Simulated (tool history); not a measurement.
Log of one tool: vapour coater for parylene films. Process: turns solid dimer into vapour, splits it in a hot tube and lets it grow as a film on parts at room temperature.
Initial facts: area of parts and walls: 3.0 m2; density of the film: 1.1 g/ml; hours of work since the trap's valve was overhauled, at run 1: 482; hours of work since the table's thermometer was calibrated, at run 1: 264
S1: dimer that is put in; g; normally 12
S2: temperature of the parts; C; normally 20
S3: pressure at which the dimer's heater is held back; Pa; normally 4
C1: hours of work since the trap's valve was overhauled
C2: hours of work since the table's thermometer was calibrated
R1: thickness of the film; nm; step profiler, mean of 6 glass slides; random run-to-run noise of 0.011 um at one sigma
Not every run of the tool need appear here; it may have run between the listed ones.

run   hour  S1  S2    S3   C1   C2    R1
  1      0  12  20     4  482  264  1680
  2     12  12  20     4  492  274  1670
  3   25.3  12  20     4  503  285  1680
  4   45.3  12  20     4  520  301  1660
  5   64.4  12  15     4  535  317  1970
  6   82.8  12  21     4  550  332  1640
  7  100.7  12  28     4  565  347  1270
  8  111.4  13  16  3.61  574  356  2060
     117.2  -- trap's valve overhauled
  9  125.1  11  20     4    7  364  1480
 10    138  12  20  3.24   17  374  1650
     156.9  -- trap's valve overhauled, once more
 11    161  12  20  3.24    3  390  1830
 12  173.9  18  20  3.54   14  401  2750
 13  186.4   5  20  3.16   24  411   760

3 ways to go on from here, each from the tool as it stands after run 13. What would each give?
  A  200.2  12  30  4.82  36  422   ?
  B  200.2  12  22  7.67  36  422   ?
  C  200.2  10  30  2.33  36  422   ?

run    R1
  A  1280
  B  1570
  C  1140
With the hidden condition removed and each run's random variation left untouched, the same runs would have given:
run    R1
  A  1260
  B  1550
  C  1130

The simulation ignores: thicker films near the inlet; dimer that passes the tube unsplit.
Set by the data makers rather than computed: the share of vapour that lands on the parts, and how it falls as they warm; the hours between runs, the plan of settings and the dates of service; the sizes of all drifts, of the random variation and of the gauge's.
